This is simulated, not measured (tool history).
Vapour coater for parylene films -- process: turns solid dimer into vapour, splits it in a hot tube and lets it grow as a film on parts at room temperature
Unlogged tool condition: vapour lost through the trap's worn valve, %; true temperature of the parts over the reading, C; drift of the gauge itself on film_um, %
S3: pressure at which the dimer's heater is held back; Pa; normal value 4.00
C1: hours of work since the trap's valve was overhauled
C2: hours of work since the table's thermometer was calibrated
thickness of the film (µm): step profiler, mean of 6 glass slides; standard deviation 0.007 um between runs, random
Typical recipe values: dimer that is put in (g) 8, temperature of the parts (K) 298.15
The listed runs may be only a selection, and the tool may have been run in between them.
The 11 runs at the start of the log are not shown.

At hour 252.0: table's thermometer calibrated, once more.
Run 12, hour 265.1: usual settings; C1 565; C2 10. Result: thickness of the film (µm) 1.733.
Run 13, hour 279.8: usual settings but temperature of the parts (K) 299.15; C1 576; C2 21. Result: thickness of the film (µm) 1.671.
Run 14, hour 303.8: usual settings but temperature of the parts (K) 299.15; C1 595; C2 40. Result: thickness of the film (µm) 1.665.
At hour 318.0: trap's valve overhauled.
Run 15, hour 333.4: usual settings but temperature of the parts (K) 299.15; C1 12; C2 60. Result: thickness of the film (µm) 1.757.
Run 16, hour 368.1: usual settings but dimer that is put in (g) 11, temperature of the parts (K) 299.15; C1 39; C2 87. Result: thickness of the film (µm) 2.428.
Run 17, hour 396.3: usual settings but dimer that is put in (g) 11, temperature of the parts (K) 299.15; C1 60; C2 108. Result: thickness of the film (µm) 2.425.
Run 18, hour 411.6: usual settings but dimer that is put in (g) 11, temperature of the parts (K) 299.15; C1 72; C2 120. Result: thickness of the film (µm) 2.397.
Run 19, hour 428.0: usual settings but dimer that is put in (g) 11, temperature of the parts (K) 299.15; C1 85; C2 133. Result: thickness of the film (µm) 2.420.
Run 20, hour 455.1: usual settings but dimer that is put in (g) 11, temperature of the parts (K) 299.15; C1 106; C2 154. Result: thickness of the film (µm) 2.421.
Run 21, hour 478.3: usual settings but dimer that is put in (g) 11, temperature of the parts (K) 299.15; C1 124; C2 172. Result: thickness of the film (µm) 2.403.
Run 22, hour 504.4: usual settings but dimer that is put in (g) 11, temperature of the parts (K) 299.15; C1 144; C2 192. Result: thickness of the film (µm) 2.406.
Run 23, hour 522.1: usual settings but dimer that is put in (g) 11, temperature of the parts (K) 299.15; C1 158; C2 205. Result: thickness of the film (µm) 2.410.
Run 24, hour 544.3: usual settings but dimer that is put in (g) 11, temperature of the parts (K) 299.15; C1 175; C2 223. Result: thickness of the film (µm) 2.395.
Run 25, hour 579.0: usual settings but dimer that is put in (g) 5, temperature of the parts (K) 304.15, S3 11.44 Pa; C1 201; C2 249. Result: thickness of the film (µm) 0.710.
Run 26, hour 602.1: usual settings but S3 9.80 Pa; C1 219; C2 267. Result: thickness of the film (µm) 1.476.
Run 27, hour 631.9: usual settings but S3 9.80 Pa; C1 242; C2 290. Result: thickness of the film (µm) 1.480.
Run 28, hour 649.0: usual settings but dimer that is put in (g) 5, temperature of the parts (K) 307.15, S3 8.49 Pa; C1 255; C2 303. Result: thickness of the film (µm) 0.673.
Run 29, hour 664.3: usual settings but dimer that is put in (g) 4, temperature of the parts (K) 297.15, S3 2.74 Pa; C1 267; C2 315. Result: thickness of the film (µm) 1.027.
Run 30, hour 683.1: usual settings but dimer that is put in (g) 3, temperature of the parts (K) 291.15, S3 2.74 Pa; C1 282; C2 330. Result: thickness of the film (µm) 0.967.
Run 31, hour 714.6: usual settings but dimer that is put in (g) 12, temperature of the parts (K) 296.15, S3 6.71 Pa; C1 306; C2 354. Result: thickness of the film (µm) 2.591.
Run 32, hour 739.4: usual settings but dimer that is put in (g) 12, S3 6.71 Pa; C1 325; C2 373. Result: thickness of the film (µm) 2.410.
Run 33, hour 769.0: usual settings but dimer that is put in (g) 12, S3 6.71 Pa; C1 348; C2 396. Result: thickness of the film (µm) 2.433.
Run 34, hour 788.6: usual settings but dimer that is put in (g) 4, temperature of the parts (K) 306.15, S3 5.63 Pa; C1 363; C2 411. Result: thickness of the film (µm) 0.620.
Run 35, hour 806.7: usual settings but dimer that is put in (g) 4, temperature of the parts (K) 306.15, S3 5.63 Pa; C1 377; C2 425. Result: thickness of the film (µm) 0.611.
Run 36, hour 834.2: usual settings but dimer that is put in (g) 4, temperature of the parts (K) 306.15, S3 5.63 Pa; C1 398; C2 446. Result: thickness of the film (µm) 0.621.

What does the tool deliver on the next run?
Run 37, hour 864.7: usual settings but dimer that is put in (g) 5; C1 422; C2 470. Result: thickness of the film (µm) ?.

Run 37 gave thickness of the film (µm) 1.129.
Minus the tool's unlogged condition, the same run would have read thickness of the film (µm) 1.136.
